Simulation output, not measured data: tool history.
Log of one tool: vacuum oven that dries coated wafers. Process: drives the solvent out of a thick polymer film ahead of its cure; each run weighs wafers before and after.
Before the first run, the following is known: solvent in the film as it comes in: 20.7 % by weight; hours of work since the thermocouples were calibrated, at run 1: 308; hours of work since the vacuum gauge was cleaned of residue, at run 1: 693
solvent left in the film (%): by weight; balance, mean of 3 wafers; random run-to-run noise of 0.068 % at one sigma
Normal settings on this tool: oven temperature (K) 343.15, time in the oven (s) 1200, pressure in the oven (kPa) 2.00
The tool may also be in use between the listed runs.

| run | day | oven temperature (K) | time in the oven (s) | pressure in the oven (kPa) | hours of work since the thermocouples were calibrated | hours of work since the vacuum gauge was cleaned of residue | solvent left in the film (%) |
|---|---|---|---|---|---|---|---|
| 1 | 0.000 | 343.15 | 1200 | 2.00 | 308 | 693 | 4.48 |
| 2 | 1.333 | 343.15 | 1200 | 2.00 | 325 | 710 | 4.49 |
| 3 | 2.142 | 343.15 | 1200 | 5.35 | 335 | 720 | 5.61 |
| 4 | 3.946 | 343.15 | 1200 | 1.15 | 357 | 742 | 4.12 |
| 5 | 5.283 | 343.15 | 1020 | 1.15 | 374 | 759 | 4.86 |
| 6 | 6.767 | 343.15 | 1200 | 1.14 | 393 | 778 | 4.03 |
| 7 | 8.225 | 343.15 | 1200 | 1.14 | 411 | 796 | 3.98 |
| 8 | 9.962 | 343.15 | 1200 | 2.00 | 433 | 818 | 4.37 |
| 9 | 10.883 | 343.15 | 1200 | 2.00 | 444 | 829 | 4.36 |
| 10 | 12.658 | 343.15 | 1200 | 2.00 | 466 | 851 | 4.43 |
| 11 | 14.567 | 343.15 | 1200 | 2.00 | 490 | 875 | 4.17 |
| 12 | 15.400 | 343.15 | 1200 | 2.00 | 500 | 885 | 4.18 |
| 13 | 17.104 | 343.15 | 1200 | 1.97 | 522 | 907 | 4.29 |
| 14 | 18.575 | 343.15 | 1200 | 1.97 | 540 | 925 | 4.21 |
| 15 | 20.404 | 343.15 | 1200 | 2.00 | 563 | 948 | 4.25 |
| 16 | 21.262 | 343.15 | 1200 | 2.00 | 574 | 959 | 4.28 |
| 17 | 22.846 | 334.15 | 1200 | 2.00 | 594 | 979 | 8.73 |
| 18 | 23.654 | 331.15 | 1200 | 2.00 | 604 | 989 | 10.13 |
| 19 | 25.017 | 343.15 | 1020 | 2.00 | 621 | 1006 | 5.03 |
| 20 | 26.808 | 343.15 | 1020 | 2.00 | 643 | 1028 | 5.16 |
| 21 | 28.754 | 343.15 | 1200 | 2.26 | 667 | 1052 | 4.42 |
| 22 | 30.396 | 343.15 | 1200 | 2.26 | 688 | 1073 | 4.35 |
| 23 | 32.225 | 343.15 | 1200 | 2.26 | 711 | 1096 | 4.27 |
| 24 | 33.342 | 343.15 | 1200 | 2.26 | 725 | 1110 | 4.25 |
| 25 | 34.538 | 343.15 | 900 | 2.64 | 740 | 1125 | 6.02 |
| 26 | 36.292 | 344.15 | 1680 | 2.00 | 762 | 1147 | 2.38 |
| 27 | 37.833 | 343.15 | 600 | 1.51 | 781 | 1166 | 8.06 |
| 28 | 39.450 | 343.15 | 1800 | 2.27 | 801 | 1186 | 2.53 |
| 29 | 40.800 | 335.15 | 1200 | 1.33 | 818 | 1203 | 7.48 |
| 30 | 42.567 | 335.15 | 1200 | 1.33 | 840 | 1225 | 7.66 |
| 31 | 44.167 | 329.15 | 600 | 1.93 | 860 | 1245 | 13.66 |
| 32 | 45.150 | 333.15 | 1200 | 3.89 | 872 | 1257 | 9.89 |
| 33 | 46.683 | 333.15 | 1200 | 3.89 | 892 | 1277 | 9.78 |
| 34 | 47.642 | 330.15 | 2100 | 3.73 | 904 | 1289 | 8.10 |
| 35 | 49.067 | 343.15 | 1920 | 2.30 | 921 | 1306 | 2.30 |
| 36 | 50.600 | 343.15 | 660 | 6.24 | 941 | 1326 | 8.70 |
| 37 | 52.283 | 356.15 | 1140 | 2.00 | 962 | 1347 | 0.90 |
| 38 | 53.246 | 356.15 | 1140 | 2.00 | 974 | 1359 | 0.82 |
| 39 | 54.521 | 355.15 | 900 | 3.45 | 990 | 1375 | 1.80 |
| 40 | 56.204 | 343.15 | 1200 | 4.61 | 1011 | 1396 | 5.02 |
| 41 | 57.971 | 343.15 | 1200 | 4.61 | 1033 | 1418 | 5.01 |
| 42 | 59.550 | 343.15 | 1200 | 4.61 | 1052 | 1437 | 4.95 |
| 43 | 61.462 | 343.15 | 1320 | 5.02 | 1076 | 1461 | 4.72 |
| 44 | 63.325 | 343.15 | 1320 | 5.02 | 1100 | 1485 | 4.62 |
| 45 | 64.658 | 332.15 | 1800 | 2.00 | 1116 | 1501 | 6.96 |
| 46 | 65.871 | 353.15 | 1200 | 3.48 | 1131 | 1516 | 1.67 |

Forecast each of these 5 alternatives for the next run:
| A | 66.875 | 353.15 | 1200 | 2.09 | 1144 | 1529 | ? |
| B | 66.875 | 358.15 | 1200 | 1.01 | 1144 | 1529 | ? |
| C | 66.875 | 350.15 | 1200 | 2.00 | 1144 | 1529 | ? |
| D | 66.875 | 355.15 | 960 | 1.40 | 1144 | 1529 | ? |
| E | 66.875 | 343.15 | 1200 | 2.80 | 1144 | 1529 | ? |

| run | solvent left in the film (%) |
|---|---|
| A | 1.07 |
| B | 0.39 |
| C | 1.68 |
| D | 1.13 |
| E | 4.24 |
With the hidden condition removed and each run's random variation left untouched, the same runs would have given:
| run | solvent left in the film (%) |
|---|---|
| A | 1.30 |
| B | 0.42 |
| C | 2.05 |
| D | 1.39 |
| E | 4.96 |

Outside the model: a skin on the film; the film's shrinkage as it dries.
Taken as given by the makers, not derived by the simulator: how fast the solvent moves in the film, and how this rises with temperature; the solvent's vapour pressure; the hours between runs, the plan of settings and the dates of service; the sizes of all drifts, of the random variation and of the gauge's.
